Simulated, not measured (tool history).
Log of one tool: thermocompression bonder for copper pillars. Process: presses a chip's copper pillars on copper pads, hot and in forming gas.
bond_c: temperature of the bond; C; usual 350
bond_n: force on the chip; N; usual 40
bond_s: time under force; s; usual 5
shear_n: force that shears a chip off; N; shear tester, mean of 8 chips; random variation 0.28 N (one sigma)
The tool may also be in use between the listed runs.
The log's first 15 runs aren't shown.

{"run": 16, "hour": 200.1, "bond_c": 372, "bond_n": 29, "bond_s": 5, "shear_n": 76.4}
{"run": 17, "hour": 209.8, "bond_c": 350, "bond_n": 40, "bond_s": 5, "shear_n": 74.4}
{"run": 18, "hour": 221.4, "bond_c": 350, "bond_n": 40, "bond_s": 5, "shear_n": 74.3}
{"run": 19, "hour": 233.8, "bond_c": 379, "bond_n": 31, "bond_s": 10, "shear_n": 95.8}
{"run": 20, "hour": 246.6, "bond_c": 379, "bond_n": 31, "bond_s": 10, "shear_n": 95}
{"hour": 254.7, "done": "forming gas filter changed"}
{"run": 21, "hour": 255.1, "bond_c": 332, "bond_n": 57, "bond_s": 3, "shear_n": 65.3}
{"run": 22, "hour": 271.4, "bond_c": 332, "bond_n": 57, "bond_s": 3, "shear_n": 65.3}
{"run": 23, "hour": 284.3, "bond_c": 372, "bond_n": 49, "bond_s": 3, "shear_n": 80.7}
{"run": 24, "hour": 294.3, "bond_c": 365, "bond_n": 40, "bond_s": 3, "shear_n": 71.6}
{"run": 25, "hour": 306.1, "bond_c": 338, "bond_n": 50, "bond_s": 5, "shear_n": 75.9}
{"run": 26, "hour": 316.5, "bond_c": 338, "bond_n": 50, "bond_s": 5, "shear_n": 75.7}
{"run": 27, "hour": 332.4, "bond_c": 336, "bond_n": 41, "bond_s": 7, "shear_n": 76.4}
{"run": 28, "hour": 344.4, "bond_c": 336, "bond_n": 41, "bond_s": 7, "shear_n": 76.7}
{"run": 29, "hour": 359.7, "bond_c": 362, "bond_n": 40, "bond_s": 6, "shear_n": 85.1}
{"run": 30, "hour": 372.2, "bond_c": 362, "bond_n": 40, "bond_s": 6, "shear_n": 84.9}
{"run": 31, "hour": 388.6, "bond_c": 373, "bond_n": 51, "bond_s": 3, "shear_n": 81.9}
{"run": 32, "hour": 397.0, "bond_c": 338, "bond_n": 56, "bond_s": 3, "shear_n": 66.8}
{"run": 33, "hour": 413.5, "bond_c": 337, "bond_n": 40, "bond_s": 14, "shear_n": 90.4}

Forecast each of these 4 alternatives for the next run:
{"run": "A", "hour": 427.5, "bond_c": 350, "bond_n": 40, "bond_s": 5, "shear_n": "?"}
{"run": "B", "hour": 427.5, "bond_c": 357, "bond_n": 49, "bond_s": 3, "shear_n": "?"}
{"run": "C", "hour": 427.5, "bond_c": 335, "bond_n": 31, "bond_s": 6, "shear_n": "?"}
{"run": "D", "hour": 427.5, "bond_c": 337, "bond_n": 27, "bond_s": 14, "shear_n": "?"}

run=A shear_n=74.6
run=B shear_n=72.9
run=C shear_n=64.4
run=D shear_n=79.9
Without the tool's hidden state the same runs would have given:
run=A shear_n=75.3
run=B shear_n=73.6
run=C shear_n=64.9
run=D shear_n=80.7
